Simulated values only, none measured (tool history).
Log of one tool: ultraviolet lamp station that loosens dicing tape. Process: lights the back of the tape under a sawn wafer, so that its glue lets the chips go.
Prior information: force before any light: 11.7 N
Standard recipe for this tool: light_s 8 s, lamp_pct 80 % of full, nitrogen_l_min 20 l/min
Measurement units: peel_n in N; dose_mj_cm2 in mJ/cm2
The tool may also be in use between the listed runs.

run	hour	light_s	lamp_pct	nitrogen_l_min	peel_n	dose_mj_cm2
1	0.0	8	80	20	0.573	535
2	32.1	16	80	20	0.240	1049
3	74.1	16	80	20	0.254	1019
4	113.1	16	80	20	0.252	1004
5	156.7	16	80	20	0.250	972
6	189.1	8	80	20	0.746	477
7	228.4	8	80	20	0.780	468
8	262.0	8	78	20	0.850	440
9	288.0	8	78	20	0.905	435
10	309.0	15	66	10	0.477	687
11	339.1	15	66	10	0.520	671
12	375.8	15	66	10	0.521	657
13	408.1	15	66	10	0.561	643
# hour 429.7: window cleaned of glue's vapour
14	430.6	10	66	14	0.850	478
15	450.5	10	66	14	0.871	470
16	493.7	5	66	14	3.154	231
17	519.8	5	66	14	3.179	227

Predict each of these 5 candidate next runs independently; none follows another, all start after run 17:
A	566.9	6	82	25	?	?
B	566.9	12	77	8	?	?
C	566.9	5	89	14	?	?
D	566.9	12	100	16	?	?
E	566.9	9	62	11	?	?

run	peel_n	dose_mj_cm2
A	1.471	328
B	0.692	617
C	2.195	298
D	0.322	789
E	1.635	373
Without the tool's unlogged condition, the same runs would have read:
run	peel_n	dose_mj_cm2
A	0.790	447
B	0.375	840
C	1.269	405
D	0.252	1074
E	0.891	508
